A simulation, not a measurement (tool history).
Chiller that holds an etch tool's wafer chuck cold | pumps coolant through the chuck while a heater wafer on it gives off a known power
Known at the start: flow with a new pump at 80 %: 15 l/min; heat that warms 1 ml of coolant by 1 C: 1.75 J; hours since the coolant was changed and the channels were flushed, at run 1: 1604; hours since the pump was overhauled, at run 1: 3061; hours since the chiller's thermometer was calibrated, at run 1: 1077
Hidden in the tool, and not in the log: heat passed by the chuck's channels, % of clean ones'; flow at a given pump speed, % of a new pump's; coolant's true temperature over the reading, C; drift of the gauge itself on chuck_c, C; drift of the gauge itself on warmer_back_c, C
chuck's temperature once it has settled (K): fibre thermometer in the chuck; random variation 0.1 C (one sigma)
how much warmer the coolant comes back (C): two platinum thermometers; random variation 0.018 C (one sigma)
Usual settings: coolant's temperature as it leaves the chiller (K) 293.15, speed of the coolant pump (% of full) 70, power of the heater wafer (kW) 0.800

run   hour  coolant's temperature as it leaves the chiller (K)  speed of the coolant pump (% of full)  power of the heater wafer (kW)  hours since the coolant was changed and the channels were flushed  hours since the pump was overhauled  hours since the chiller's thermometer was calibrated  chuck's temperature once it has settled (K)  how much warmer the coolant comes back (C)
  1    0.0                                              293.15                                     70                           0.800                                                               1604                                 3061                                                  1077                                       304.65                                        2.40
  2   82.0                                              293.15                                     70                           0.800                                                               1686                                 3143                                                  1159                                       304.65                                        2.42
  3  148.9                                              293.15                                     90                           0.800                                                               1753                                 3210                                                  1226                                       302.85                                        1.82
  4  195.1                                              293.15                                     91                           0.800                                                               1799                                 3256                                                  1272                                       302.85                                        1.85
  5  257.6                                              293.15                                     91                           0.881                                                               1862                                 3319                                                  1334                                       303.95                                        2.01
  6  308.9                                              293.15                                     70                           0.849                                                               1913                                 3370                                                  1385                                       305.75                                        2.62
  7  393.8                                              293.15                                     70                           0.800                                                               1998                                 3455                                                  1470                                       305.25                                        2.47
  8  437.3                                              293.15                                     72                           0.800                                                               2042                                 3498                                                  1514                                       305.05                                        2.42
  9  489.2                                              293.15                                     66                           0.800                                                               2093                                 3550                                                  1566                                       305.85                                        2.65
 10  549.3                                              293.15                                     70                           0.800                                                               2153                                 3610                                                  1626                                       305.45                                        2.47
 11  624.1                                              293.15                                     70                           0.800                                                               2228                                 3685                                                  1701                                       305.45                                        2.46
 12  708.7                                              293.15                                     70                           0.847                                                               2313                                 3770                                                  1785                                       306.25                                        2.66
 13  793.5                                              293.15                                     69                           0.847                                                               2398                                 3854                                                  1870                                       306.55                                        2.69
 14  839.8                                              293.15                                     70                           0.655                                                               2444                                 3901                                                  1916                                       303.65                                        2.01
 15  899.2                                              293.15                                     70                           0.655                                                               2503                                 3960                                                  1976                                       303.65                                        2.06
 16  949.4                                              293.15                                     70                           0.800                                                               2554                                 4010                                                  2026                                       305.95                                        2.50

Forecast run 17:
 17  1003.1                                              298.15                                     77                           0.591                                                               2607                                 4064                                                  2080                                            ?                                           ?

{"run 17": {"chuck's temperature once it has settled (K)": 307.15, "how much warmer the coolant comes back (C)": 1.69}}
Without the tool's hidden state the same run would have given chuck's temperature once it has settled (K) 304.45, how much warmer the coolant comes back (C) 1.40.

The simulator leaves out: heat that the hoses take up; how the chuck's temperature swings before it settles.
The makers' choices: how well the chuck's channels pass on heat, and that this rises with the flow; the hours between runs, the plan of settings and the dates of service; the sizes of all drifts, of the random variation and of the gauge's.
